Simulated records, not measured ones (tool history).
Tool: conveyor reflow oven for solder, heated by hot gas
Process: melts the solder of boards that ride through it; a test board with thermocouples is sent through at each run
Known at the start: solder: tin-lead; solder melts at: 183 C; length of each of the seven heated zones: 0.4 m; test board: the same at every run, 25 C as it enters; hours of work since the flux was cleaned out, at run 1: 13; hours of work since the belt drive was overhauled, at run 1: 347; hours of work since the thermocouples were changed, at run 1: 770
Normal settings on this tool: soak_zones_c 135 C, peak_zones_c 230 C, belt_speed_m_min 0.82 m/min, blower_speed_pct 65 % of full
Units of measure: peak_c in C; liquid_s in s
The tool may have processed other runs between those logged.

run   hour  soak_zones_c  peak_zones_c  belt_speed_m_min  blower_speed_pct  hours of work since the flux was cleaned out  hours of work since the belt drive was overhauled  hours of work since the thermocouples were changed  peak_c  liquid_s
  1      0           135           230              0.82                65                                            13                                                347                                                 770   212.1      39.9
  2      9           135           230              0.82                65                                            18                                                352                                                 775   211.8      40.6
  3   27.8           135           230              0.82                65                                            27                                                361                                                 784   212.7        40
  4   46.3           135           230              0.82                65                                            37                                                371                                                 794   211.9      40.3
  5   56.9           135           230              0.82                65                                            42                                                376                                                 799     212      39.6
  6   76.8           135           230              0.82                52                                            52                                                386                                                 809   208.7      37.4
  7   91.4           135           230              0.82                52                                            60                                                394                                                 817   209.3        37
  8    103           135           230              0.82                65                                            66                                                400                                                 823   210.9      39.6
  9  117.7           135           230              0.82                65                                            73                                                407                                                 830   212.1      39.7
 10  126.3           135           224              0.82                65                                            77                                                411                                                 835   206.9      35.4
 11  138.6           131           224              0.82                65                                            84                                                418                                                 841   205.3      34.1
 12  156.9           135           230             0.828                65                                            93                                                427                                                 850   210.7      39.2
 13  173.7           135           230             0.828                65                                           102                                                436                                                 859   210.9      38.8
 14  181.8           135           230             0.774                72                                           106                                                440                                                 863   213.5      44.5
 15    193           136           227             0.826                54                                           111                                                445                                                 868   206.9      35.4
 16  210.5           133           241             0.856                66                                           120                                                454                                                 877   218.5      41.8
 17  229.4           133           238             0.856                66                                           130                                                464                                                 887   216.5      39.7
 18  248.6           125           219             0.844                71                                           140                                                474                                                 897   200.5      26.5
 19  263.1           145           236             0.966                71                                           147                                                481                                                 904   214.2      36.5
 20  282.1           135           242             0.949                65                                           157                                                491                                                 914   216.2      35.4
 21  299.2           135           242             0.949                65                                           165                                                499                                                 922   215.7        36
 22  309.8           135           220             0.842                72                                           171                                                505                                                 928   202.5        32
 23  326.4           135           225             0.777                80                                           179                                                513                                                 936   210.6      41.7

For run 24, what comes out?
 24   346           144           241             0.777                80                                           189                                                523                                                 946       ?         ?

Run 24 produced peak_c 225.9 C, liquid_s 53.5 s.
Without the tool's hidden state the same run would have given peak_c 228.8 C, liquid_s 54.6 s.

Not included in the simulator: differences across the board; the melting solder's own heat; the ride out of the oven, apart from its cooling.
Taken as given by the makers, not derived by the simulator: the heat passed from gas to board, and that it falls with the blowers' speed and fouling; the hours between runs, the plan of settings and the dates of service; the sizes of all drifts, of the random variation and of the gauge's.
